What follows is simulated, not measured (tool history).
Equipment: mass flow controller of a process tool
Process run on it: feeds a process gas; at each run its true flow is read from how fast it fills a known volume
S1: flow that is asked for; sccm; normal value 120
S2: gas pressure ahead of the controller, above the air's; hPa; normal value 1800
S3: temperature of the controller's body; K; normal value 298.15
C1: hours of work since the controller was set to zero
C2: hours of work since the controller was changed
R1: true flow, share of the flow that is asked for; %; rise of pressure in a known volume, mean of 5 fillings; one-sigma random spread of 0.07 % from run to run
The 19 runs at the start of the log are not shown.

| run | hour | S1 | S2 | S3 | C1 | C2 | R1 |
|---|---|---|---|---|---|---|---|
| 20 | 6513.7 | 120 | 1800 | 311.15 | 1016 | 13777 | 96.95 |
| 21 | 6989.3 | 120 | 1990 | 298.15 | 1329 | 14089 | 97.35 |
| 22 | 7194.8 | 120 | 1990 | 298.15 | 1464 | 14224 | 97.26 |
| 23 | 7406.0 | 120 | 1590 | 297.15 | 1603 | 14363 | 97.61 |
| 24 | 7799.7 | 120 | 1590 | 297.15 | 1862 | 14622 | 97.43 |
| 25 | 8282.2 | 45 | 1800 | 302.15 | 2179 | 14939 | 94.78 |
| 26 | 8701.8 | 111 | 1570 | 298.15 | 2455 | 15215 | 96.81 |
| 27 | 9001.9 | 111 | 1570 | 298.15 | 2652 | 15413 | 96.89 |
| 28 | 9277.3 | 35 | 2290 | 306.15 | 2833 | 15594 | 93.03 |
|  | 9574.1 | controller exchanged for a calibrated one |
| 29 | 9633.8 | 35 | 2290 | 306.15 | 39 | 39 | 96.67 |
| 30 | 9996.9 | 35 | 2610 | 306.15 | 278 | 278 | 96.21 |
| 31 | 10331.7 | 75 | 1680 | 298.15 | 498 | 498 | 97.80 |
| 32 | 10541.8 | 136 | 1560 | 298.15 | 636 | 636 | 98.85 |
| 33 | 10992.5 | 44 | 2730 | 299.15 | 933 | 933 | 96.29 |
| 34 | 11355.3 | 44 | 2730 | 299.15 | 1171 | 1171 | 96.06 |
| 35 | 11823.8 | 109 | 2530 | 294.15 | 1479 | 1479 | 98.07 |
| 36 | 12271.9 | 85 | 1740 | 293.15 | 1774 | 1774 | 97.69 |
| 37 | 12586.7 | 190 | 1480 | 300.15 | 1981 | 1981 | 99.41 |
| 38 | 12971.2 | 92 | 1800 | 304.15 | 2234 | 2234 | 97.01 |
| 39 | 13223.3 | 40 | 1680 | 297.15 | 2399 | 2399 | 95.17 |
| 40 | 13590.7 | 37 | 1730 | 298.15 | 2641 | 2641 | 94.81 |

5 options for the next run, each taken on its own from the tool as it stands now. Forecast them:
| A | 13814.8 | 137 | 1730 | 294.15 | 2788 | 2788 | ? |
| B | 13814.8 | 32 | 2500 | 298.15 | 2788 | 2788 | ? |
| C | 13814.8 | 107 | 2590 | 298.15 | 2788 | 2788 | ? |
| D | 13814.8 | 76 | 1800 | 298.15 | 2788 | 2788 | ? |
| E | 13814.8 | 37 | 1430 | 298.15 | 2788 | 2788 | ? |

| run | R1 |
|---|---|
| A | 98.36 |
| B | 93.85 |
| C | 97.25 |
| D | 96.76 |
| E | 94.69 |
Stripped of hidden state, with their random variation kept, the same runs would have yielded:
| run | R1 |
|---|---|
| A | 99.25 |
| B | 97.20 |
| C | 98.34 |
| D | 98.24 |
| E | 97.61 |

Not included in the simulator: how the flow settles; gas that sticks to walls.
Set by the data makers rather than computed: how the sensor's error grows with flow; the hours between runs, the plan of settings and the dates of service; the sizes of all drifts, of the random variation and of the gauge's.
